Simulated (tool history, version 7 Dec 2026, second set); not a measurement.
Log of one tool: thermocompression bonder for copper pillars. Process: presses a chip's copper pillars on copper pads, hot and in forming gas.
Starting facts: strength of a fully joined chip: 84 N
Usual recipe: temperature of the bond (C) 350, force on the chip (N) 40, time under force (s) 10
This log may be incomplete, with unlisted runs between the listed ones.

run,day,temperature of the bond (C),force on the chip (N),time under force (s),force that shears a chip off (N)
1,0,350,40,10,54.8
2,0.383,350,40,10,56.2
3,0.629,350,40,10,54.6
4,0.842,365,40,10,58.7
# day 1.046: forming gas filter changed
5,1.196,365,40,10,62.2
6,1.488,365,40,10,61.8
7,1.721,365,40,10,62
8,1.992,365,40,10,61.1

For run 9, what comes out?
# day 2.092: force cell calibrated
9,2.258,338,48,10,?

Run 9 gave force that shears a chip off (N) 59.6.
Without the tool's hidden state the same run would have given force that shears a chip off (N) 57.9.
